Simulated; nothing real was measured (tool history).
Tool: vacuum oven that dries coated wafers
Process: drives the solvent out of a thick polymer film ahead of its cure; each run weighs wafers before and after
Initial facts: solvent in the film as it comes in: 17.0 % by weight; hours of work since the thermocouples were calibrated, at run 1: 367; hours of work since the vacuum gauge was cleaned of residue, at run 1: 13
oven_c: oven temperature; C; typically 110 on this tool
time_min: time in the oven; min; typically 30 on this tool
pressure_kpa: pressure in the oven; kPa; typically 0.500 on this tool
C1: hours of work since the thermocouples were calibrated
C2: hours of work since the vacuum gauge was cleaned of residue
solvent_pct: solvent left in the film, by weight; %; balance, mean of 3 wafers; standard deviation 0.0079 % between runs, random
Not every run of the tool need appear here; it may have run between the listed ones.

Run 1, hour 0.0: usual settings; C1 367; C2 13. Result: solvent_pct 0.869 %.
Run 2, hour 9.0: usual settings but pressure_kpa 0.920 kPa; C1 373; C2 19. Result: solvent_pct 1.039 %.
Run 3, hour 27.1: usual settings; C1 384; C2 30. Result: solvent_pct 0.839 %.
Run 4, hour 40.6: usual settings but time_min 22 min; C1 393; C2 39. Result: solvent_pct 1.629 %.
Run 5, hour 55.6: usual settings but time_min 22 min; C1 402; C2 48. Result: solvent_pct 1.647 %.
Run 6, hour 69.4: usual settings but oven_c 102 C; C1 411; C2 57. Result: solvent_pct 2.352 %.
Run 7, hour 79.3: usual settings; C1 417; C2 63. Result: solvent_pct 0.855 %.
Run 8, hour 91.1: usual settings; C1 425; C2 70. Result: solvent_pct 0.872 %.
Run 9, hour 101.3: usual settings; C1 431; C2 77. Result: solvent_pct 0.860 %.
Run 10, hour 114.7: usual settings; C1 439; C2 85. Result: solvent_pct 0.868 %.
Run 11, hour 130.0: usual settings; C1 449; C2 95. Result: solvent_pct 0.858 %.
Run 12, hour 146.8: usual settings; C1 460; C2 105. Result: solvent_pct 0.868 %.
Run 13, hour 155.1: usual settings but time_min 15 min; C1 465; C2 111. Result: solvent_pct 3.150 %.
Run 14, hour 171.7: usual settings but oven_c 109 C; C1 475; C2 121. Result: solvent_pct 1.005 %.
Run 15, hour 187.6: usual settings but oven_c 109 C; C1 485; C2 131. Result: solvent_pct 1.011 %.
Run 16, hour 205.2: usual settings but oven_c 109 C; C1 496; C2 142. Result: solvent_pct 0.997 %.
Run 17, hour 221.1: usual settings but oven_c 109 C; C1 506; C2 152. Result: solvent_pct 1.014 %.
Run 18, hour 239.7: usual settings but oven_c 109 C; C1 518; C2 164. Result: solvent_pct 1.012 %.
Run 19, hour 254.7: usual settings but oven_c 109 C; C1 527; C2 173. Result: solvent_pct 1.008 %.
Run 20, hour 270.3: usual settings but oven_c 116 C, pressure_kpa 0.254 kPa; C1 537; C2 183. Result: solvent_pct 0.292 %.
Run 21, hour 285.8: usual settings but oven_c 99 C, time_min 15 min, pressure_kpa 0.260 kPa; C1 547; C2 193. Result: solvent_pct 6.482 %.
At hour 288.4: vacuum gauge cleaned of residue and calibrated.
Run 22, hour 303.9: usual settings but time_min 43 min; C1 557; C2 10. Result: solvent_pct 0.448 %.
Run 23, hour 314.3: usual settings but oven_c 119 C, pressure_kpa 0.317 kPa; C1 564; C2 16. Result: solvent_pct 0.215 %.
Run 24, hour 329.9: usual settings but oven_c 107 C, time_min 41 min, pressure_kpa 0.317 kPa; C1 574; C2 26. Result: solvent_pct 0.621 %.
Run 25, hour 346.1: usual settings but oven_c 122 C, pressure_kpa 0.811 kPa; C1 584; C2 36. Result: solvent_pct 0.336 %.
Run 26, hour 364.7: usual settings but oven_c 122 C, pressure_kpa 0.811 kPa; C1 596; C2 48. Result: solvent_pct 0.330 %.
At hour 373.6: vacuum gauge cleaned of residue and calibrated, once more.
Run 27, hour 377.0: usual settings but oven_c 118 C, time_min 17 min, pressure_kpa 0.980 kPa; C1 602; C2 2. Result: solvent_pct 1.240 %.
Run 28, hour 391.2: usual settings but oven_c 118 C, time_min 17 min, pressure_kpa 0.442 kPa; C1 611; C2 11. Result: solvent_pct 1.046 %.
Run 29, hour 407.0: usual settings but oven_c 99 C, time_min 23 min, pressure_kpa 1.158 kPa; C1 621; C2 21. Result: solvent_pct 4.909 %.
Run 30, hour 424.3: usual settings but oven_c 125 C, time_min 23 min, pressure_kpa 1.442 kPa; C1 632; C2 32. Result: solvent_pct 0.519 %.
Run 31, hour 433.0: usual settings but oven_c 125 C, time_min 23 min, pressure_kpa 1.442 kPa; C1 638; C2 37. Result: solvent_pct 0.519 %.
Run 32, hour 441.1: usual settings but oven_c 121 C, time_min 16 min, pressure_kpa 0.286 kPa; C1 643; C2 42. Result: solvent_pct 0.737 %.
At hour 458.7: oven's thermocouples calibrated.
Run 33, hour 459.5: usual settings but oven_c 118 C, time_min 43 min, pressure_kpa 0.399 kPa; C1 1; C2 53. Result: solvent_pct 0.165 %.
Run 34, hour 470.5: usual settings but oven_c 114 C, time_min 17 min, pressure_kpa 1.138 kPa; C1 7; C2 60. Result: solvent_pct 1.893 %.
Run 35, hour 482.0: usual settings but oven_c 114 C, time_min 45 min, pressure_kpa 0.339 kPa; C1 15; C2 67. Result: solvent_pct 0.213 %.
Run 36, hour 494.3: usual settings but oven_c 104 C, time_min 48 min; C1 22; C2 75. Result: solvent_pct 0.738 %.

Each row is a separate what-if for the run after 36, all from the same tool condition, not one after another. Results?
Run A, hour 508.9: usual settings but time_min 48 min; C1 32; C2 84. Result: solvent_pct ?.
Run B, hour 508.9: usual settings but time_min 32 min; C1 32; C2 84. Result: solvent_pct ?.
Run C, hour 508.9: usual settings but oven_c 104 C, time_min 38 min; C1 32; C2 84. Result: solvent_pct ?.
Run D, hour 508.9: usual settings but oven_c 122 C, time_min 18 min, pressure_kpa 0.849 kPa; C1 32; C2 84. Result: solvent_pct ?.
Run E, hour 508.9: usual settings but oven_c 106 C; C1 32; C2 84. Result: solvent_pct ?.

run  solvent_pct
  A        0.353
  B        0.734
  C        1.171
  D        0.594
  E        1.444
Without the tool's unlogged condition, the same runs would have read:
run  solvent_pct
  A        0.335
  B        0.703
  C        1.127
  D        0.572
  E        1.396
